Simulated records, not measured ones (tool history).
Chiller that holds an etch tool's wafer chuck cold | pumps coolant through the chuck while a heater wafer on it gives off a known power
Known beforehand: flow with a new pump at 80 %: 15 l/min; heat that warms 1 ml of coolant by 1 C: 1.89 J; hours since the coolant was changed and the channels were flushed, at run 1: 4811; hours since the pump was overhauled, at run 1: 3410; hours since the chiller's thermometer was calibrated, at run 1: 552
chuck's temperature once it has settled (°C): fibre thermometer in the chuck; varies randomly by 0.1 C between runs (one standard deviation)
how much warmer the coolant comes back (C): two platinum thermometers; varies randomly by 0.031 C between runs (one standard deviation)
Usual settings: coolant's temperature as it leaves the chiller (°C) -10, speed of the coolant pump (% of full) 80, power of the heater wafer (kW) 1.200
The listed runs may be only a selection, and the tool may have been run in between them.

| run | day | coolant's temperature as it leaves the chiller (°C) | speed of the coolant pump (% of full) | power of the heater wafer (kW) | hours since the coolant was changed and the channels were flushed | hours since the pump was overhauled | hours since the chiller's thermometer was calibrated | chuck's temperature once it has settled (°C) | how much warmer the coolant comes back (C) |
|---|---|---|---|---|---|---|---|---|---|
| 1 | 0.000 | -10 | 80 | 1.200 | 4811 | 3410 | 552 | -1.7 | 2.54 |
| 2 | 1.862 | -10 | 80 | 1.691 | 4856 | 3455 | 597 | 1.9 | 3.60 |
| 3 | 4.588 | -10 | 80 | 1.691 | 4921 | 3521 | 662 | 2.0 | 3.63 |
| 4 | 6.250 | -10 | 80 | 1.691 | 4961 | 3560 | 702 | 1.9 | 3.60 |
| 5 | 9.442 | -10 | 80 | 1.691 | 5038 | 3637 | 778 | 2.0 | 3.56 |
| 6 | 13.171 | -3 | 80 | 1.200 | 5127 | 3727 | 868 | 5.3 | 2.64 |
| 7 | 16.567 | -10 | 80 | 0.731 | 5209 | 3808 | 949 | -4.8 | 1.59 |
| 8 | 18.646 | -10 | 80 | 0.731 | 5259 | 3858 | 999 | -5.0 | 1.64 |
| 9 | 22.608 | -10 | 80 | 0.731 | 5354 | 3953 | 1094 | -4.8 | 1.66 |
| 10 | 25.212 | -10 | 80 | 0.835 | 5416 | 4015 | 1157 | -4.1 | 1.89 |
| 11 | 28.783 | -4 | 73 | 1.657 | 5502 | 4101 | 1243 | 8.5 | 4.04 |
| 12 | 31.054 | -7 | 80 | 0.770 | 5556 | 4156 | 1297 | -1.6 | 1.79 |
| 13 | 33.567 | -7 | 80 | 0.770 | 5617 | 4216 | 1357 | -1.6 | 1.75 |
| 14 | 35.792 | -15 | 80 | 1.332 | 5670 | 4269 | 1411 | -5.5 | 3.02 |
| 15 | 38.650 | -15 | 80 | 1.332 | 5739 | 4338 | 1479 | -5.8 | 2.99 |
| 16 | 42.100 | -15 | 80 | 1.332 | 5821 | 4421 | 1562 | -5.6 | 3.02 |
| 17 | 45.846 | -14 | 80 | 1.200 | 5911 | 4511 | 1652 | -5.8 | 2.77 |
| 18 | 49.671 | -19 | 60 | 1.235 | 6003 | 4602 | 1744 | -7.8 | 3.78 |
| 19 | 51.583 | -19 | 60 | 1.235 | 6049 | 4648 | 1790 | -7.9 | 3.74 |
| 20 | 53.825 | -11 | 93 | 0.731 | 6103 | 4702 | 1844 | -6.6 | 1.55 |

Forecast each of these 5 alternatives for the next run:
| A | 56.346 | -3 | 93 | 1.210 | 6163 | 4763 | 1904 | ? | ? |
| B | 56.346 | -15 | 60 | 0.731 | 6163 | 4763 | 1904 | ? | ? |
| C | 56.346 | -11 | 93 | 0.968 | 6163 | 4763 | 1904 | ? | ? |
| D | 56.346 | -17 | 63 | 1.200 | 6163 | 4763 | 1904 | ? | ? |
| E | 56.346 | -16 | 75 | 1.028 | 6163 | 4763 | 1904 | ? | ? |

| run | chuck's temperature once it has settled (°C) | how much warmer the coolant comes back (C) |
|---|---|---|
| A | 4.4 | 2.47 |
| B | -8.7 | 2.32 |
| C | -5.0 | 2.04 |
| D | -6.8 | 3.54 |
| E | -8.3 | 2.58 |
Had the tool no hidden state, the same runs would have come out as:
| run | chuck's temperature once it has settled (°C) | how much warmer the coolant comes back (C) |
|---|---|---|
| A | 4.3 | 2.21 |
| B | -8.7 | 2.06 |
| C | -5.0 | 1.78 |
| D | -6.8 | 3.28 |
| E | -8.4 | 2.31 |
